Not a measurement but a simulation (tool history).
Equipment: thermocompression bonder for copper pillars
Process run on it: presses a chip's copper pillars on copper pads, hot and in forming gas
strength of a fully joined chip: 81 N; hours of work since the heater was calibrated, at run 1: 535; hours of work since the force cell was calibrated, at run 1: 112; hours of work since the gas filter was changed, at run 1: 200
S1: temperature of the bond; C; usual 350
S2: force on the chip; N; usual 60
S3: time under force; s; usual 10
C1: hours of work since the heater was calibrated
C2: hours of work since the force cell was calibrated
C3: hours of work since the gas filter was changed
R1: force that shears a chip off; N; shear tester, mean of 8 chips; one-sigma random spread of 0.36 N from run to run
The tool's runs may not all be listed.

run,hour,S1,S2,S3,C1,C2,C3,R1
1,0,350,60,10,535,112,200,29.5
2,7.5,340,60,10,540,117,205,25.6
3,11.8,363,60,10,543,119,208,34.9
4,18.1,363,60,10,547,123,212,34.6
5,23,363,60,10,551,127,215,35
6,29.8,363,60,10,555,131,220,34.8
7,38.2,363,60,10,561,137,225,34.9
8,47.6,363,60,10,567,143,231,34.6
9,56.1,363,60,10,572,149,237,34.8
10,61.3,360,60,10,576,152,240,33.5
11,68.8,360,60,10,581,157,245,33.7
12,76.7,360,60,10,586,162,251,33.7
13,82.3,358,44,10,590,166,254,24.1
14,86.9,363,40,24,593,169,257,33.9
15,95.4,354,63,9,598,175,263,30.7
16,101.3,354,63,9,602,178,267,30.5
17,110.7,354,86,24,608,185,273,54.2
18,119.7,377,62,11,614,191,279,41.8
19,128.3,377,62,11,620,196,285,42
20,136.8,377,62,11,626,202,290,41.9
21,146.4,377,62,11,632,208,297,42.1

Here are 4 independent what-if runs from the current tool condition. What would each one return?
A,155.7,324,60,10,638,214,303,?
B,155.7,363,67,17,638,214,303,?
C,155.7,326,60,25,638,214,303,?
D,155.7,379,46,11,638,214,303,?

run,R1
A,20.1
B,44.7
C,30.3
D,33.4
Without the tool's unlogged condition, the same runs would have read:
run,R1
A,22.9
B,49.3
C,34.2
D,37.2
